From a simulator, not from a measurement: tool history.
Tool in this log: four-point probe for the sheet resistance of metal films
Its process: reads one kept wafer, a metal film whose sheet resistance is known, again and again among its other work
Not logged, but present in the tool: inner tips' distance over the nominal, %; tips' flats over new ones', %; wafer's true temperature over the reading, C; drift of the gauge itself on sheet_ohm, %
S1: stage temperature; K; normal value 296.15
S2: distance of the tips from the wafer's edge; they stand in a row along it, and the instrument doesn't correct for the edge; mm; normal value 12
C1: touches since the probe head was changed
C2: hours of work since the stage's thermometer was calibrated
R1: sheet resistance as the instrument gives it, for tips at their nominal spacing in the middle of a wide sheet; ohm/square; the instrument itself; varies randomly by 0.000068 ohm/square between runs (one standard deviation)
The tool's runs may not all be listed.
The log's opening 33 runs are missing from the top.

run    hour      S1  S2      C1   C2        R1
     2302.5  -- stage's thermometer calibrated
 34  2356.6  305.15   9  122569   32  0.340888
 35  2407.0  301.15  50  123647   62  0.340041
 36  2476.2  291.15  13  125123  103  0.340253
 37  2549.3  305.15   4  126685  146  0.344635
 38  2606.1  307.15  15  127898  180  0.340520
 39  2661.8  301.15   3  129087  213  0.348050
 40  2727.1  293.15  55  130482  251  0.339942
 41  2821.8  293.15  55  132504  307  0.339951
 42  2864.4  293.15  55  133415  333  0.339795
 43  2945.2  293.15  55  135139  380  0.339855
 44  3034.1  300.15  37  137039  433  0.340046

4 ways to go on from here, each from the tool as it stands after run 44. What would each give?
  A  3120.8  296.15  12  138889  484   ?
  B  3120.8  298.15   7  138889  484   ?
  C  3120.8  291.15  27  138889  484   ?
  D  3120.8  300.15  39  138889  484   ?

run        R1
  A  0.340418
  B  0.341462
  C  0.339911
  D  0.340092
Without the tool's hidden state the same runs would have given:
run        R1
  A  0.339760
  B  0.340801
  C  0.339256
  D  0.339433
